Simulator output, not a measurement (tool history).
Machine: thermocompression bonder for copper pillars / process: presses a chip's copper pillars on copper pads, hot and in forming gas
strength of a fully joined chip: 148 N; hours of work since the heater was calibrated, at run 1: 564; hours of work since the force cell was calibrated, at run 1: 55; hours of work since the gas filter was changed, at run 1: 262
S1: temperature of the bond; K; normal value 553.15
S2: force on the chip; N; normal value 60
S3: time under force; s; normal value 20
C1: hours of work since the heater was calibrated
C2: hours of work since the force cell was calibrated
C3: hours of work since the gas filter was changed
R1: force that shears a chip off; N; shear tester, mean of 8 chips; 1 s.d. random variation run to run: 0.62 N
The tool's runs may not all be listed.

run	day	S1	S2	S3	C1	C2	C3	R1
1	0.000	553.15	60	20	564	55	262	72.1
2	0.300	553.15	60	20	568	59	266	71.2
3	0.725	553.15	44	20	573	65	271	59.6
4	1.142	553.15	60	20	579	70	277	71.9
5	1.383	553.15	60	20	582	73	280	71.9
6	1.646	553.15	60	20	585	77	284	71.1
7	1.983	535.15	60	52	590	81	288	81.3
8	2.296	531.15	82	30	594	86	292	75.6
9	2.504	553.15	60	46	597	88	295	91.4

For run 10, what comes out?
10	2.754	553.15	51	11	600	92	298	?

Run 10 yielded R1 51.6 N.
If the tool had no hidden condition, the same run with the same run-to-run variation would have returned R1 53.8 N.

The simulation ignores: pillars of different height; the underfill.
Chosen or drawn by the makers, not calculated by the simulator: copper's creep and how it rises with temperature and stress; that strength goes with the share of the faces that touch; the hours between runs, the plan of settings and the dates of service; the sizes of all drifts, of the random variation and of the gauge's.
